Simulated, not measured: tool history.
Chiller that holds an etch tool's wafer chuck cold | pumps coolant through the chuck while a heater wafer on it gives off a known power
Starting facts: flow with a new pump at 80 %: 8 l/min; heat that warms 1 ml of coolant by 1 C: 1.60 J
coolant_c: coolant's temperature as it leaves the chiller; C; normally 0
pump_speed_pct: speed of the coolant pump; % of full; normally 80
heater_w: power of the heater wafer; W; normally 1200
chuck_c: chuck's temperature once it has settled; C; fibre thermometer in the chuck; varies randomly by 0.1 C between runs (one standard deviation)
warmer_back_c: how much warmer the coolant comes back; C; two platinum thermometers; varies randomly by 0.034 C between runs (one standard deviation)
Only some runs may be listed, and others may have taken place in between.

run    hour  coolant_c  pump_speed_pct  heater_w  chuck_c  warmer_back_c
  1     0.0          0              80      1200     11.9           6.08
  2   105.1          0              80      1200     11.7           6.04
  3   241.2          0              80      1200     11.9           6.11
  4   306.0         -4              80      1200      7.8           6.10
  5   383.1          0              60      1200     15.7           8.27
  6   520.0          0              60      1200     15.8           8.32
  7   646.9          0              60      1200     15.8           8.37
  8   759.1          0              93      1200      9.3           5.34
  9   885.3          0              93      1200      9.5           5.26
 10  1011.4          0              82      1200     10.6           6.10
 11  1115.8          0              80      1200     11.2           6.29
 12  1193.4          0              80      1200     11.0           6.22
 13  1274.8          0              80      1200     11.1           6.26
 14  1384.9          0              80      1058      9.8           5.59
 15  1542.9          0              80      1200     11.2           6.38
 16  1686.8          0              80      1200     11.3           6.43
 17  1769.9          0              98      1200      9.9           5.50
 18  1919.9          0              98      1200      9.8           5.46
 19  1997.8          4              60      1666     25.9          12.85
 20  2131.4          6              60       758     15.8           5.91
 21  2266.2          6              60       758     14.1           4.82
 22  2346.8          6              60       758     14.3           4.82
 23  2473.6         -5              80       689      1.0           3.23
 24  2575.9          0              78       960      8.7           4.68
 25  2687.5         -5              70       806      3.4           4.33
 26  2824.7         -5              70       806      3.4           4.36
 27  2950.8          1              83      1200     11.6           5.51
 28  3054.4          1              83      1200     11.5           5.50
 29  3129.6          0              80       773      7.0           3.69
 30  3193.7          0              80       773      7.0           3.72
 31  3334.7          3              66       908     12.9           5.36
 32  3487.5          3              66       908     12.9           5.39

Withheld: 4 entries from between the runs. Position of each, and hidden state at the listed run before versus the listed run after:
In the gap between runs 7 and 8: coolant changed, channels flushed (hour 728.1)
  heat passed by the chuck's channels, % of clean ones': 84.9 -> 99.7; flow at a given pump speed, % of a new pump's: 91 -> 90.7; coolant's true temperature over the reading, C: -0.43 -> -0.44
  measured minus no-state result, chuck_c: +2.4 -> +0.3 C; warmer_back_c: +0.76 -> +0.50 C
In the gap between runs 16 and 17: coolant pump overhauled (hour 1699.9)
  heat passed by the chuck's channels, % of clean ones': 96.8 -> 96.6; flow at a given pump speed, % of a new pump's: 87.8 -> 83.1; coolant's true temperature over the reading, C: -0.58 -> -0.59
  measured minus no-state result, chuck_c: +0.9 -> +1.1 C; warmer_back_c: +0.78 -> +0.93 C
In the gap between runs 20 and 21: coolant pump overhauled, once more (hour 2257.4)
  heat passed by the chuck's channels, % of clean ones': 95.5 -> 95.1; flow at a given pump speed, % of a new pump's: 82 -> 100.5; coolant's true temperature over the reading, C: -0.64 -> -0.66
  measured minus no-state result, chuck_c: +1.2 -> -0.4 C; warmer_back_c: +1.06 -> -0.03 C
In the gap between runs 22 and 23: chiller's thermometer calibrated (hour 2359.4)
  heat passed by the chuck's channels, % of clean ones': 94.9 -> 94.5; flow at a given pump speed, % of a new pump's: 100.2 -> 99.8; coolant's true temperature over the reading, C: -0.68 -> -0.05
  measured minus no-state result, chuck_c: -0.4 -> +0.2 C; warmer_back_c: -0.01 -> +0.00 C
